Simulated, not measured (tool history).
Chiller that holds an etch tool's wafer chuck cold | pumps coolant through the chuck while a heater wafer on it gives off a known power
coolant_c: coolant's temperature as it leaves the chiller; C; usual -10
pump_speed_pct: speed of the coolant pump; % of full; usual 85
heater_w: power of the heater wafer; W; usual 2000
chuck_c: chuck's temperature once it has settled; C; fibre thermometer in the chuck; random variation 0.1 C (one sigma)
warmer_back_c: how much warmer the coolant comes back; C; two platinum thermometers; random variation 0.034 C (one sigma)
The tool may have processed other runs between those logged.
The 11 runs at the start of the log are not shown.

run 12 hour=1937.3 | coolant_c=-12 pump_speed_pct=85 heater_w=2000 | chuck_c=15.8 warmer_back_c=6.56
run 13 hour=2136.0 | coolant_c=-12 pump_speed_pct=85 heater_w=2000 | chuck_c=16.1 warmer_back_c=6.56
run 14 hour=2257.2 | coolant_c=-10 pump_speed_pct=85 heater_w=1431 | chuck_c=10.2 warmer_back_c=4.70
run 15 hour=2406.0 | coolant_c=-10 pump_speed_pct=85 heater_w=1431 | chuck_c=10.3 warmer_back_c=4.72
run 16 hour=2637.9 | coolant_c=-10 pump_speed_pct=85 heater_w=2000 | chuck_c=18.5 warmer_back_c=6.55
run 17 hour=2762.8 | coolant_c=-9 pump_speed_pct=79 heater_w=1208 | chuck_c=9.3 warmer_back_c=4.33
run 18 hour=2988.1 | coolant_c=-8 pump_speed_pct=97 heater_w=2000 | chuck_c=17.8 warmer_back_c=5.80
run 19 hour=3097.8 | coolant_c=-8 pump_speed_pct=97 heater_w=2000 | chuck_c=18.1 warmer_back_c=5.85
run 20 hour=3282.5 | coolant_c=-2 pump_speed_pct=84 heater_w=1520 | chuck_c=20.4 warmer_back_c=5.06
run 21 hour=3506.3 | coolant_c=-10 pump_speed_pct=85 heater_w=1132 | chuck_c=6.6 warmer_back_c=3.85
run 22 hour=3603.0 | coolant_c=-12 pump_speed_pct=85 heater_w=1132 | chuck_c=4.7 warmer_back_c=3.74
-- hour=3705.8 coolant pump overhauled
run 23 hour=3760.0 | coolant_c=-10 pump_speed_pct=85 heater_w=1291 | chuck_c=6.4 warmer_back_c=3.62
run 24 hour=3939.2 | coolant_c=-10 pump_speed_pct=85 heater_w=1291 | chuck_c=6.7 warmer_back_c=3.68
run 25 hour=4121.0 | coolant_c=-14 pump_speed_pct=62 heater_w=1465 | chuck_c=10.3 warmer_back_c=5.65
run 26 hour=4261.1 | coolant_c=-13 pump_speed_pct=62 heater_w=1034 | chuck_c=4.3 warmer_back_c=3.99
run 27 hour=4444.1 | coolant_c=-13 pump_speed_pct=62 heater_w=1034 | chuck_c=4.4 warmer_back_c=3.99
run 28 hour=4591.8 | coolant_c=-16 pump_speed_pct=70 heater_w=2000 | chuck_c=14.3 warmer_back_c=6.97
run 29 hour=4741.5 | coolant_c=-8 pump_speed_pct=63 heater_w=1133 | chuck_c=10.9 warmer_back_c=4.32
run 30 hour=4907.2 | coolant_c=-8 pump_speed_pct=63 heater_w=1133 | chuck_c=11.0 warmer_back_c=4.35
run 31 hour=5002.1 | coolant_c=-11 pump_speed_pct=72 heater_w=1150 | chuck_c=6.5 warmer_back_c=3.90
-- hour=5079.7 chiller's thermometer calibrated
run 32 hour=5101.4 | coolant_c=-10 pump_speed_pct=65 heater_w=2000 | chuck_c=22.6 warmer_back_c=7.55

Here are 3 independent what-if runs from the current tool condition. What would each one return?
run A hour=5232.4 | coolant_c=-10 pump_speed_pct=68 heater_w=2000 | chuck_c=? warmer_back_c=?
run B hour=5232.4 | coolant_c=-13 pump_speed_pct=82 heater_w=2435 | chuck_c=? warmer_back_c=?
run C hour=5232.4 | coolant_c=-18 pump_speed_pct=88 heater_w=1236 | chuck_c=? warmer_back_c=?

run=A chuck_c=21.6 warmer_back_c=7.25
run=B chuck_c=20.3 warmer_back_c=7.28
run=C chuck_c=-2.0 warmer_back_c=3.46
The same runs, with their run-to-run variation unchanged, on a tool lacking any hidden condition would have given:
run=A chuck_c=18.6 warmer_back_c=7.09
run=B chuck_c=17.1 warmer_back_c=7.12
run=C chuck_c=-3.6 warmer_back_c=3.38
